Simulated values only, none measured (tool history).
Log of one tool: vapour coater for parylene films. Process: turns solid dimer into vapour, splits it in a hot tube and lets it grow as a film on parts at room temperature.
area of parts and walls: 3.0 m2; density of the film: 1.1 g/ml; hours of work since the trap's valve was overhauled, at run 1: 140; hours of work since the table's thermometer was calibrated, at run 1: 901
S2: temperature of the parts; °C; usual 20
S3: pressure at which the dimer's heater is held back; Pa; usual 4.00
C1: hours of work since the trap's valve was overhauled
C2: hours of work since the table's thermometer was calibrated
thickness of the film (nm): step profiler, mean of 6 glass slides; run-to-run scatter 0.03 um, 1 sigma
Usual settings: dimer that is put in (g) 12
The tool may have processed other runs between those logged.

Run 1, hour 0.0: usual settings; C1 140; C2 901. Result: thickness of the film (nm) 2650.
Run 2, hour 56.0: usual settings; C1 170; C2 931. Result: thickness of the film (nm) 2640.
Run 3, hour 96.3: usual settings; C1 192; C2 952. Result: thickness of the film (nm) 2600.
Run 4, hour 148.4: usual settings; C1 220; C2 980. Result: thickness of the film (nm) 2580.
Run 5, hour 196.4: usual settings; C1 246; C2 1006. Result: thickness of the film (nm) 2550.
Run 6, hour 241.2: usual settings; C1 270; C2 1030. Result: thickness of the film (nm) 2570.
Run 7, hour 272.3: usual settings; C1 287; C2 1047. Result: thickness of the film (nm) 2610.
Run 8, hour 305.2: usual settings but dimer that is put in (g) 9; C1 304; C2 1065. Result: thickness of the film (nm) 1920.
Run 9, hour 343.1: usual settings but dimer that is put in (g) 21; C1 325; C2 1085. Result: thickness of the film (nm) 4440.
Run 10, hour 405.5: usual settings but dimer that is put in (g) 21; C1 358; C2 1118. Result: thickness of the film (nm) 4450.
Run 11, hour 435.9: usual settings but S3 6.29 Pa; C1 374; C2 1135. Result: thickness of the film (nm) 2270.
Run 12, hour 478.1: usual settings but S3 6.29 Pa; C1 397; C2 1157. Result: thickness of the film (nm) 2240.
Run 13, hour 506.8: usual settings but S3 6.29 Pa; C1 412; C2 1173. Result: thickness of the film (nm) 2370.
Run 14, hour 554.7: usual settings but S3 6.29 Pa; C1 438; C2 1198. Result: thickness of the film (nm) 2250.
At hour 575.1: trap's valve overhauled.
Run 15, hour 585.1: usual settings but dimer that is put in (g) 16, S2 25 °C; C1 5; C2 1213. Result: thickness of the film (nm) 2830.
Run 16, hour 616.5: usual settings but dimer that is put in (g) 6, S3 4.95 Pa; C1 22; C2 1229. Result: thickness of the film (nm) 1280.
Run 17, hour 673.8: usual settings but S2 14 °C; C1 53; C2 1260. Result: thickness of the film (nm) 3450.
Run 18, hour 723.9: usual settings but S2 14 °C; C1 80; C2 1287. Result: thickness of the film (nm) 3470.
Run 19, hour 760.4: usual settings but dimer that is put in (g) 14, S2 28 °C; C1 99; C2 1307. Result: thickness of the film (nm) 2090.
Run 20, hour 812.7: usual settings but dimer that is put in (g) 14, S2 28 °C; C1 128; C2 1335. Result: thickness of the film (nm) 2060.
Run 21, hour 856.6: usual settings but dimer that is put in (g) 8, S3 2.87 Pa; C1 151; C2 1358. Result: thickness of the film (nm) 1810.
Run 22, hour 893.8: usual settings but dimer that is put in (g) 8, S3 2.87 Pa; C1 171; C2 1378. Result: thickness of the film (nm) 1810.
Run 23, hour 944.2: usual settings but dimer that is put in (g) 8, S3 2.87 Pa; C1 198; C2 1405. Result: thickness of the film (nm) 1750.
Run 24, hour 988.2: usual settings but dimer that is put in (g) 5, S2 22 °C, S3 2.87 Pa; C1 222; C2 1429. Result: thickness of the film (nm) 1030.

Each row is a separate what-if for the run after 24, all from the same tool condition, not one after another. Results?
Run A, hour 1029.6: usual settings but dimer that is put in (g) 14, S2 22 °C, S3 2.87 Pa; C1 244; C2 1451. Result: thickness of the film (nm) ?.
Run B, hour 1029.6: usual settings but dimer that is put in (g) 6, S2 22 °C, S3 2.87 Pa; C1 244; C2 1451. Result: thickness of the film (nm) ?.
Run C, hour 1029.6: usual settings but dimer that is put in (g) 9, S2 15 °C, S3 2.87 Pa; C1 244; C2 1451. Result: thickness of the film (nm) ?.
Run D, hour 1029.6: usual settings but dimer that is put in (g) 6, S2 14 °C, S3 7.10 Pa; C1 244; C2 1451. Result: thickness of the film (nm) ?.
Run E, hour 1029.6: usual settings but dimer that is put in (g) 5, S2 22 °C, S3 10.24 Pa; C1 244; C2 1451. Result: thickness of the film (nm) ?.

run  thickness of the film (nm)
  A                        2730
  B                        1220
  C                        2440
  D                        1480
  E                         830
Had the tool no hidden state, the same runs would have come out as:
run  thickness of the film (nm)
  A                        3080
  B                        1380
  C                        2600
  D                        1680
  E                         930
